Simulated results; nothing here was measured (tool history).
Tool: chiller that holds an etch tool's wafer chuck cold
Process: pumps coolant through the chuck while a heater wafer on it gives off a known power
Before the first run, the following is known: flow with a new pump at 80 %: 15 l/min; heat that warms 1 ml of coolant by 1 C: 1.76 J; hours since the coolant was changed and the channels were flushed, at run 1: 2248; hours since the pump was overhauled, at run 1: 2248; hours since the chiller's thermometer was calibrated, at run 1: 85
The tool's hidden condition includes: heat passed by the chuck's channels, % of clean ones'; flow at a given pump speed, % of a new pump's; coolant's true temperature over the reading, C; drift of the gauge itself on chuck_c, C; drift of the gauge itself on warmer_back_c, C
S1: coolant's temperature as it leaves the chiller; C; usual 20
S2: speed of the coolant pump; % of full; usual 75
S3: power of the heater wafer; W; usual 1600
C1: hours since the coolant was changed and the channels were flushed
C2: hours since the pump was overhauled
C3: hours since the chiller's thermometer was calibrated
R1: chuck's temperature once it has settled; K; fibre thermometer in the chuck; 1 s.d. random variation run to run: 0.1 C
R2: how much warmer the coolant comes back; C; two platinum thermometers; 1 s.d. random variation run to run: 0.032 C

| run | hour | S1 | S2 | S3 | C1 | C2 | C3 | R1 | R2 |
|---|---|---|---|---|---|---|---|---|---|
| 1 | 0.0 | 20 | 75 | 1600 | 2248 | 2248 | 85 | 302.95 | 3.89 |
| 2 | 119.6 | 25 | 75 | 1600 | 2368 | 2368 | 205 | 307.85 | 3.96 |
| 3 | 341.0 | 25 | 75 | 1600 | 2589 | 2589 | 426 | 307.85 | 3.97 |
| 4 | 534.4 | 20 | 75 | 916 | 2782 | 2782 | 619 | 298.75 | 2.26 |
| 5 | 710.4 | 20 | 75 | 916 | 2958 | 2958 | 795 | 298.65 | 2.32 |
| 6 | 908.7 | 20 | 75 | 916 | 3157 | 3157 | 994 | 298.65 | 2.26 |
| 7 | 1116.1 | 20 | 75 | 1600 | 3364 | 3364 | 1201 | 302.85 | 3.98 |
| 8 | 1245.4 | 20 | 75 | 1600 | 3493 | 3493 | 1330 | 302.95 | 4.02 |
| 9 | 1395.7 | 20 | 75 | 1600 | 3644 | 3644 | 1481 | 302.95 | 4.04 |
| 10 | 1542.6 | 12 | 75 | 1600 | 3791 | 3791 | 1628 | 294.95 | 4.14 |
| 11 | 1678.2 | 23 | 78 | 1600 | 3926 | 3926 | 1763 | 305.85 | 3.88 |
| 12 | 1911.5 | 18 | 75 | 1954 | 4159 | 4159 | 1996 | 303.25 | 4.96 |
| 13 | 2137.8 | 29 | 75 | 920 | 4386 | 4386 | 2223 | 307.75 | 2.41 |

Run 14 has not been measured yet. What should we expect?
|  | 2160.7 | chiller's thermometer calibrated |
| 14 | 2264.0 | 29 | 75 | 920 | 4511 | 4511 | 103 | ? | ? |

{"run 14": {"R1": 307.75, "R2": 2.42}}
If the tool had no hidden condition, the same run with the same run-to-run variation would have returned R1 307.75 K, R2 2.23 C.

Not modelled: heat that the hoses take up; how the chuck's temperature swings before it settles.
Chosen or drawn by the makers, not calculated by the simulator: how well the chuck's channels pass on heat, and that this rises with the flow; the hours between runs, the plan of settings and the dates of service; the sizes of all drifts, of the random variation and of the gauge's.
